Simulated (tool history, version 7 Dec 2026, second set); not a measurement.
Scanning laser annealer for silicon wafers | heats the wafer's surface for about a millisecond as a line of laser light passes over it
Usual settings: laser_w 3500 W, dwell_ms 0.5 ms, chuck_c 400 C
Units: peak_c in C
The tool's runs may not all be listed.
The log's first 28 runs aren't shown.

run   hour  laser_w  dwell_ms  chuck_c  peak_c
 29  270.2     3830     0.367      373    1053
 30  280.9     3405     0.364      400    1005
 31  289.3     3376     0.364      382     984
 32  301.8     3376     0.364      382     984
 33  310.3     3500     0.458      401    1100
 34  318.2     3588     0.603      400    1218
 35  329.5     3588     0.603      400    1217
 36  338.7     3588     0.603      381    1201
 37  348.1     3250     0.358      381     956
 38  354.9     3777      0.51      439    1225
 39  361.1     3777      0.51      439    1231
 40  366.6     3278       0.5      400    1086
 41  376.1     3078     0.417      436    1027

Forecast each of these 4 alternatives for the next run:
  A  381.9     3500     0.423      372       ?
  B  381.9     3325     0.445      411       ?
  C  381.9     3635     0.457      433       ?
  D  381.9     3645     0.417      429       ?

run  peak_c
  A    1043
  B    1066
  C    1154
  D    1116
Without the tool's hidden state the same runs would have given:
run  peak_c
  A    1057
  B    1081
  C    1171
  D    1131

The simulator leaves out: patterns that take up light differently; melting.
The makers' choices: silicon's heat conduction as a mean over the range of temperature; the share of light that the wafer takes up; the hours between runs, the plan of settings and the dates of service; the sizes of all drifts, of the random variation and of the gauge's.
